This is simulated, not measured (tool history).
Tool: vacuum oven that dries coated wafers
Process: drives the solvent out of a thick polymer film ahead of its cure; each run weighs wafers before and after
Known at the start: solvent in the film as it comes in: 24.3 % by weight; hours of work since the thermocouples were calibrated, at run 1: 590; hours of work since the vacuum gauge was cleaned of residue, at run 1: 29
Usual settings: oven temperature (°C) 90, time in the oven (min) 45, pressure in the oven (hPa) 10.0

run,hour,oven temperature (°C),time in the oven (min),pressure in the oven (hPa),hours of work since the thermocouples were calibrated,hours of work since the vacuum gauge was cleaned of residue,solvent left in the film (%)
1,0.0,90,45,10.0,590,29,1.46
2,20.6,90,45,10.0,605,44,1.43
3,58.9,90,23,10.0,632,71,4.86
4,92.0,90,23,10.0,656,95,4.78
5,136.7,90,23,10.0,687,127,4.75
6,175.3,90,23,10.0,715,154,4.76
7,224.3,90,45,10.0,750,189,1.44
8,259.7,90,45,10.0,775,214,1.40
9,295.7,90,45,10.0,801,240,1.41
10,328.2,90,45,10.0,824,263,1.42
11,357.1,90,45,10.0,844,284,1.44
12,401.3,90,45,10.0,876,315,1.38
# hour 405.3: vacuum gauge cleaned of residue and calibrated
13,428.3,90,59,10.0,894,16,0.79
14,476.0,90,45,19.9,928,50,1.70
15,505.6,101,53,7.6,949,71,0.26
16,527.5,101,53,7.6,964,87,0.24

Run 17 comes next. What will it give?
17,567.0,90,45,17.7,993,115,?

Run 17 gave solvent left in the film (%) 1.62.
Without the tool's hidden state the same run would have given solvent left in the film (%) 2.06.
